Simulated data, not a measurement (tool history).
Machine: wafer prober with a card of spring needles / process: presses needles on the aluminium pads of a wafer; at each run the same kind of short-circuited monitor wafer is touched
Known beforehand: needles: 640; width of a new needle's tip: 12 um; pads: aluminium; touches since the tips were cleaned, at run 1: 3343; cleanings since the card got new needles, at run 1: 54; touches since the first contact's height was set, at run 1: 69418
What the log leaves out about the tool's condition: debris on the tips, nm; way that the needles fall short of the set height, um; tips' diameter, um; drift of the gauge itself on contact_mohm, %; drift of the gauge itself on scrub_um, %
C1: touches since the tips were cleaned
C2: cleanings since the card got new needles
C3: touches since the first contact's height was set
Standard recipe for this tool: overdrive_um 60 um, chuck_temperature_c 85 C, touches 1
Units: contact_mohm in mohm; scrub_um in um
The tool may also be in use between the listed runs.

Run 1, day 0.000: usual settings; C1 3343; C2 54; C3 69418. Result: contact_mohm 410 mohm, scrub_um 8.121 um.
At day 0.425: tips cleaned on abrasive film.
Run 2, day 0.612: usual settings but chuck_temperature_c 112 C; C1 1828; C2 55; C3 75396. Result: contact_mohm 399 mohm, scrub_um 8.127 um.
At day 1.192: tips cleaned on abrasive film.
Run 3, day 1.221: usual settings but chuck_temperature_c 112 C, touches 2; C1 282; C2 56; C3 81331. Result: contact_mohm 309 mohm, scrub_um 8.122 um.
At day 1.950: tips cleaned on abrasive film.
Run 4, day 2.633: usual settings but chuck_temperature_c 112 C, touches 2; C1 6712; C2 57; C3 95195. Result: contact_mohm 383 mohm, scrub_um 8.115 um.
At day 2.725: tips cleaned on abrasive film.
At day 3.488: tips cleaned on abrasive film.
Run 5, day 3.938: usual settings; C1 4407; C2 59; C3 107931. Result: contact_mohm 436 mohm, scrub_um 8.089 um.
At day 4.262: tips cleaned on abrasive film.
At day 5.008: tips cleaned on abrasive film.
Run 6, day 5.092: usual settings; C1 807; C2 61; C3 119217. Result: contact_mohm 351 mohm, scrub_um 8.070 um.
At day 5.758: tips cleaned on abrasive film.
Run 7, day 6.217: usual settings; C1 4482; C2 62; C3 130230. Result: contact_mohm 440 mohm, scrub_um 8.056 um.
At day 6.338: height of the first contact set anew.
At day 6.558: tips cleaned on abrasive film.
Run 8, day 7.125: usual settings but overdrive_um 47 um; C1 5594; C2 63; C3 7710. Result: contact_mohm 524 mohm, scrub_um 6.426 um.
At day 7.346: tips cleaned on abrasive film.
At day 8.083: tips cleaned on abrasive film.
Run 9, day 8.579: usual settings but overdrive_um 47 um; C1 4888; C2 65; C3 21935. Result: contact_mohm 529 mohm, scrub_um 6.389 um.
At day 8.875: tips cleaned on abrasive film.
Run 10, day 9.592: usual settings but overdrive_um 47 um; C1 7022; C2 66; C3 31822. Result: contact_mohm 531 mohm, scrub_um 6.388 um.
At day 9.704: tips cleaned on abrasive film.
At day 10.492: tips cleaned on abrasive film.
Run 11, day 11.033: usual settings; C1 5316; C2 68; C3 45938. Result: contact_mohm 439 mohm, scrub_um 8.152 um.
At day 11.267: tips cleaned on abrasive film.
Run 12, day 11.862: usual settings; C1 5886; C2 69; C3 54063. Result: contact_mohm 444 mohm, scrub_um 8.133 um.
At day 12.054: tips cleaned on abrasive film.
Run 13, day 12.471: usual settings; C1 4080; C2 70; C3 59997. Result: contact_mohm 431 mohm, scrub_um 8.111 um.
At day 12.821: tips cleaned on abrasive film.
Run 14, day 13.075: usual settings; C1 2489; C2 71; C3 65883. Result: contact_mohm 425 mohm, scrub_um 8.126 um.
At day 13.600: tips cleaned on abrasive film.
Run 15, day 13.938: usual settings; C1 3317; C2 72; C3 74324. Result: contact_mohm 437 mohm, scrub_um 8.101 um.
At day 14.383: tips cleaned on abrasive film.
At day 15.175: tips cleaned on abrasive film.
Run 16, day 15.242: usual settings; C1 666; C2 74; C3 87100. Result: contact_mohm 359 mohm, scrub_um 8.106 um.
At day 15.925: tips cleaned on abrasive film.
Run 17, day 16.525: usual settings; C1 5917; C2 75; C3 99670. Result: contact_mohm 452 mohm, scrub_um 8.078 um.
At day 16.750: tips cleaned on abrasive film.
Run 18, day 17.242: usual settings but overdrive_um 56 um; C1 4854; C2 76; C3 106696. Result: contact_mohm 463 mohm, scrub_um 7.520 um.
At day 17.546: tips cleaned on abrasive film.
At day 18.321: tips cleaned on abrasive film.
Run 19, day 18.604: usual settings but overdrive_um 56 um; C1 2812; C2 78; C3 120010. Result: contact_mohm 444 mohm, scrub_um 7.500 um.
At day 19.083: tips cleaned on abrasive film.
Run 20, day 19.558: usual settings but overdrive_um 67 um, chuck_temperature_c 82 C, touches 2; C1 4651; C2 79; C3 129336. Result: contact_mohm 354 mohm, scrub_um 9.009 um.
At day 19.792: height of the first contact set anew.
At day 19.854: tips cleaned on abrasive film.
Run 21, day 20.296: usual settings but overdrive_um 56 um, chuck_temperature_c 43 C, touches 2; C1 4352; C2 80; C3 4950. Result: contact_mohm 385 mohm, scrub_um 7.649 um.
At day 20.654: tips cleaned on abrasive film.
At day 21.404: tips cleaned on abrasive film.
Run 22, day 21.592: usual settings but overdrive_um 56 um, chuck_temperature_c 43 C, touches 2; C1 1842; C2 82; C3 17588. Result: contact_mohm 362 mohm, scrub_um 7.625 um.
At day 22.162: tips cleaned on abrasive film.
Run 23, day 22.833: usual settings but overdrive_um 66 um, chuck_temperature_c 44 C, touches 3; C1 6570; C2 83; C3 29763. Result: contact_mohm 319 mohm, scrub_um 8.979 um.
At day 22.962: tips cleaned on abrasive film.
At day 23.804: tips cleaned on abrasive film.
Run 24, day 24.108: usual settings but overdrive_um 66 um, chuck_temperature_c 25 C, touches 2; C1 2977; C2 85; C3 42231. Result: contact_mohm 343 mohm, scrub_um 8.966 um.
At day 24.588: tips cleaned on abrasive film.
Run 25, day 24.929: usual settings but overdrive_um 75 um, chuck_temperature_c 25 C; C1 3351; C2 86; C3 50267. Result: contact_mohm 379 mohm, scrub_um 10.187 um.
At day 25.321: tips cleaned on abrasive film.
Run 26, day 25.792: usual settings but overdrive_um 49 um, chuck_temperature_c 119 C, touches 3; C1 4645; C2 87; C3 58732. Result: contact_mohm 373 mohm, scrub_um 6.630 um.
At day 26.083: tips cleaned on abrasive film.
At day 26.917: tips cleaned on abrasive film.
Run 27, day 27.083: usual settings but overdrive_um 49 um, chuck_temperature_c 119 C, touches 3; C1 1631; C2 89; C3 71349. Result: contact_mohm 354 mohm, scrub_um 6.598 um.
At day 27.712: tips cleaned on abrasive film.
Run 28, day 28.158: usual settings; C1 4379; C2 90; C3 81864. Result: contact_mohm 447 mohm, scrub_um 8.110 um.
At day 28.542: tips cleaned on abrasive film.
At day 29.304: tips cleaned on abrasive film.
Run 29, day 29.304: usual settings but overdrive_um 42 um, chuck_temperature_c 110 C; C1 0; C2 92; C3 93043. Result: contact_mohm 318 mohm, scrub_um 5.630 um.
Run 30, day 29.904: usual settings but overdrive_um 50 um, chuck_temperature_c 31 C; C1 5910; C2 92; C3 98953. Result: contact_mohm 524 mohm, scrub_um 6.713 um.
At day 30.142: tips cleaned on abrasive film.
At day 30.879: tips cleaned on abrasive film.
Run 31, day 31.346: usual settings but overdrive_um 50 um, chuck_temperature_c 31 C; C1 4595; C2 94; C3 113061. Result: contact_mohm 518 mohm, scrub_um 6.681 um.

Consider 4 possible next runs. They are alternatives, not a sequence: every one starts from the tool as it was left by run 31. What does each give?
At day 31.704: tips cleaned on abrasive film.
Run A, day 32.133: usual settings but overdrive_um 42 um, chuck_temperature_c 25 C; C1 4234; C2 95; C3 120787. Result: contact_mohm ?, scrub_um ?.
At day 31.704: tips cleaned on abrasive film.
Run B, day 32.133: usual settings but overdrive_um 41 um, chuck_temperature_c 92 C; C1 4234; C2 95; C3 120787. Result: contact_mohm ?, scrub_um ?.
At day 31.704: tips cleaned on abrasive film.
Run C, day 32.133: usual settings but overdrive_um 66 um, chuck_temperature_c 120 C, touches 3; C1 4234; C2 95; C3 120787. Result: contact_mohm ?, scrub_um ?.
At day 31.704: tips cleaned on abrasive film.
Run D, day 32.133: usual settings but chuck_temperature_c 33 C, touches 3; C1 4234; C2 95; C3 120787. Result: contact_mohm ?, scrub_um ?.

run  contact_mohm  scrub_um
  A           625     5.581
  B           617     5.450
  C           335     8.860
  D           332     8.052
The same runs, with their run-to-run variation unchanged, on a tool lacking any hidden condition would have given:
run  contact_mohm  scrub_um
  A           268     5.726
  B           285     5.595
  C           284     9.005
  D           264     8.197

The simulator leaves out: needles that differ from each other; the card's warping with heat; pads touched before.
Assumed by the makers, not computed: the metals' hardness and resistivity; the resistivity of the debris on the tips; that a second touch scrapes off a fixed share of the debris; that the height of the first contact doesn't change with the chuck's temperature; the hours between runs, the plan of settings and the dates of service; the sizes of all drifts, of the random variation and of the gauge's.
